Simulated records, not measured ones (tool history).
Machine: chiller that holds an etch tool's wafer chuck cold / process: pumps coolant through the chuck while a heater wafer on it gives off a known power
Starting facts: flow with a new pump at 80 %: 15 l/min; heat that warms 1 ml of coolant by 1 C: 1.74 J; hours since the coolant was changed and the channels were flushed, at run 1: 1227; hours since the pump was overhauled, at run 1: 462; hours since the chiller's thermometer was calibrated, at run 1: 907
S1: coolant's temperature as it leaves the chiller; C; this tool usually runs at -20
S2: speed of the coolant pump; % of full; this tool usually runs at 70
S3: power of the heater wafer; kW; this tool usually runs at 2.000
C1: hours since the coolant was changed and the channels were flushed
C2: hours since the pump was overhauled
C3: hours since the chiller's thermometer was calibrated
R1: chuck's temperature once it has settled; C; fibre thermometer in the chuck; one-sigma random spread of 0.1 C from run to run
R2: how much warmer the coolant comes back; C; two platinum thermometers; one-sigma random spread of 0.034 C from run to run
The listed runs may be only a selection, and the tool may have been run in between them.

run   hour   S1  S2     S3    C1    C2    C3     R1    R2
  1    0.0  -20  70  2.000  1227   462   907   -6.5  5.21
  2   45.0  -20  70  2.000  1272   507   952   -6.7  5.22
  3  102.9  -20  70  2.000  1330   565  1010   -6.6  5.27
  4  179.3  -20  70  2.069  1406   641  1086   -6.1  5.40
  5  290.8  -20  70  2.000  1518   753  1198   -6.7  5.24
  6  338.8  -20  70  2.610  1566   801  1246   -2.5  6.82
  7  435.2  -20  70  2.610  1662   897  1342   -2.3  6.83
  8  532.9  -20  70  2.000  1760   995  1440   -6.5  5.29
  9  611.5  -20  70  2.974  1838  1074  1518    0.1  7.87
 10  661.8  -20  70  2.974  1888  1124  1569    0.1  7.88
 11  769.2  -26  70  2.000  1996  1231  1676  -12.5  5.32
 12  847.2  -26  70  2.000  2074  1309  1754  -12.5  5.25

Run 13 is up next; what results do you expect?
 13  906.9  -18  67  2.327  2134  1369  1814   ?   ?

R1: -1.7 C
R2: 6.42 C
With no hidden state in the tool, this same run would have given R1 -2.5 C, R2 6.36 C.
